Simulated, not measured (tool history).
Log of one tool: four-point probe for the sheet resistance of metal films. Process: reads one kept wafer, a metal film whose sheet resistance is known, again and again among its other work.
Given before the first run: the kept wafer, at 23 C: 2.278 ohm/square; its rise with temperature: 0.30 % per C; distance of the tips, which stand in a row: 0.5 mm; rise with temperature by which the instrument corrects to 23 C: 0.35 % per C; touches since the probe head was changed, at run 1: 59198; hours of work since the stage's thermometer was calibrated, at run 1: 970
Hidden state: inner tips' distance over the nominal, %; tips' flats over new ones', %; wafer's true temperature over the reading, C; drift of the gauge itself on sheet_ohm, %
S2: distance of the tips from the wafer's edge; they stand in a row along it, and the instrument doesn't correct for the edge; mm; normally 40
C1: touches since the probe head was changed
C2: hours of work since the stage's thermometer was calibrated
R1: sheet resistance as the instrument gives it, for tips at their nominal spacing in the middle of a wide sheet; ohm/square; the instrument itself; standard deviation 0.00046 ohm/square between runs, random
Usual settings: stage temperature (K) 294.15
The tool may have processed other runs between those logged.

Run 1, day 0.000: usual settings; C1 59198; C2 970. Result: R1 2.287154 ohm/square.
Run 2, day 2.225: usual settings; C1 61072; C2 1003. Result: R1 2.288080 ohm/square.
Run 3, day 4.608: usual settings but S2 4 mm; C1 63080; C2 1038. Result: R1 2.305781 ohm/square.
Run 4, day 5.975: usual settings but S2 19 mm; C1 64230; C2 1059. Result: R1 2.288140 ohm/square.
Run 5, day 8.104: usual settings; C1 66024; C2 1090. Result: R1 2.287818 ohm/square.
Run 6, day 10.462: usual settings but stage temperature (K) 295.15; C1 68011; C2 1125. Result: R1 2.286456 ohm/square.
Run 7, day 11.788: usual settings but stage temperature (K) 305.15; C1 69128; C2 1144. Result: R1 2.274301 ohm/square.
Run 8, day 14.421: usual settings but stage temperature (K) 305.15; C1 71344; C2 1183. Result: R1 2.274799 ohm/square.
Run 9, day 15.754: usual settings but stage temperature (K) 305.15; C1 72468; C2 1203. Result: R1 2.274871 ohm/square.
Run 10, day 16.862: usual settings but stage temperature (K) 305.15; C1 73402; C2 1219. Result: R1 2.274354 ohm/square.
Run 11, day 18.188: usual settings but stage temperature (K) 305.15; C1 74520; C2 1239. Result: R1 2.274885 ohm/square.
Run 12, day 20.292: usual settings but stage temperature (K) 305.15; C1 76290; C2 1270. Result: R1 2.274328 ohm/square.
Run 13, day 23.038: usual settings but stage temperature (K) 305.15; C1 78604; C2 1310. Result: R1 2.275780 ohm/square.
Run 14, day 24.662: usual settings but stage temperature (K) 305.15, S2 9 mm; C1 79972; C2 1334. Result: R1 2.278091 ohm/square.
Run 15, day 26.879: usual settings but stage temperature (K) 305.15, S2 9 mm; C1 81841; C2 1367. Result: R1 2.277834 ohm/square.
Run 16, day 28.862: usual settings but stage temperature (K) 305.15, S2 9 mm; C1 83509; C2 1396. Result: R1 2.278467 ohm/square.
Run 17, day 30.075: usual settings but stage temperature (K) 305.15, S2 9 mm; C1 84531; C2 1414. Result: R1 2.280054 ohm/square.
Run 18, day 32.417: usual settings but stage temperature (K) 305.15, S2 9 mm; C1 86503; C2 1448. Result: R1 2.279060 ohm/square.
Run 19, day 33.642: usual settings but S2 24 mm; C1 87536; C2 1467. Result: R1 2.289182 ohm/square.
Run 20, day 35.000: usual settings but stage temperature (K) 297.15, S2 8 mm; C1 88681; C2 1487. Result: R1 2.289659 ohm/square.
Run 21, day 37.429: usual settings but stage temperature (K) 296.15, S2 3 mm; C1 90727; C2 1522. Result: R1 2.319216 ohm/square.
Run 22, day 39.892: usual settings but stage temperature (K) 301.15, S2 4 mm; C1 92803; C2 1559. Result: R1 2.299652 ohm/square.
Run 23, day 42.258: usual settings but stage temperature (K) 292.15, S2 14 mm; C1 94794; C2 1594. Result: R1 2.292496 ohm/square.
Run 24, day 43.375: usual settings but stage temperature (K) 292.15, S2 14 mm; C1 95735; C2 1610. Result: R1 2.293148 ohm/square.
Run 25, day 44.733: usual settings but S2 7 mm; C1 96879; C2 1630. Result: R1 2.294640 ohm/square.
Run 26, day 46.479: usual settings but stage temperature (K) 292.15, S2 11 mm; C1 98353; C2 1656. Result: R1 2.293865 ohm/square.
Run 27, day 48.704: usual settings but stage temperature (K) 306.15, S2 6 mm; C1 100226; C2 1689. Result: R1 2.282672 ohm/square.
Run 28, day 50.408: usual settings but stage temperature (K) 306.15, S2 6 mm; C1 101661; C2 1714. Result: R1 2.282748 ohm/square.
Run 29, day 52.033: usual settings but stage temperature (K) 306.15, S2 6 mm; C1 103030; C2 1738. Result: R1 2.282928 ohm/square.
Run 30, day 54.167: usual settings but stage temperature (K) 301.15, S2 12 mm; C1 104828; C2 1769. Result: R1 2.282566 ohm/square.
Run 31, day 56.279: usual settings but stage temperature (K) 301.15, S2 12 mm; C1 106606; C2 1800. Result: R1 2.282614 ohm/square.
Run 32, day 57.783: usual settings but stage temperature (K) 301.15, S2 12 mm; C1 107873; C2 1822. Result: R1 2.283041 ohm/square.
Run 33, day 59.304: usual settings but stage temperature (K) 301.15, S2 11 mm; C1 109154; C2 1845. Result: R1 2.283888 ohm/square.
Run 34, day 60.625: usual settings but stage temperature (K) 301.15, S2 11 mm; C1 110268; C2 1864. Result: R1 2.284348 ohm/square.
Run 35, day 62.558: usual settings; C1 111895; C2 1893. Result: R1 2.290639 ohm/square.

5 options for the next run, each taken on its own from the tool as it stands now. Forecast them:
Run A, day 63.988: usual settings but S2 17 mm; C1 113099; C2 1914. Result: R1 ?.
Run B, day 63.988: usual settings but stage temperature (K) 296.15; C1 113099; C2 1914. Result: R1 ?.
Run C, day 63.988: usual settings but stage temperature (K) 306.15, S2 37 mm; C1 113099; C2 1914. Result: R1 ?.
Run D, day 63.988: usual settings but stage temperature (K) 293.15, S2 22 mm; C1 113099; C2 1914. Result: R1 ?.
Run E, day 63.988: usual settings but stage temperature (K) 303.15, S2 5 mm; C1 113099; C2 1914. Result: R1 ?.

run        R1
  A  2.290790
  B  2.287694
  C  2.276408
  D  2.292790
  E  2.290921
Had the tool no hidden state, the same runs would have come out as:
run        R1
  A  2.281312
  B  2.278212
  C  2.266895
  D  2.283311
  E  2.281375

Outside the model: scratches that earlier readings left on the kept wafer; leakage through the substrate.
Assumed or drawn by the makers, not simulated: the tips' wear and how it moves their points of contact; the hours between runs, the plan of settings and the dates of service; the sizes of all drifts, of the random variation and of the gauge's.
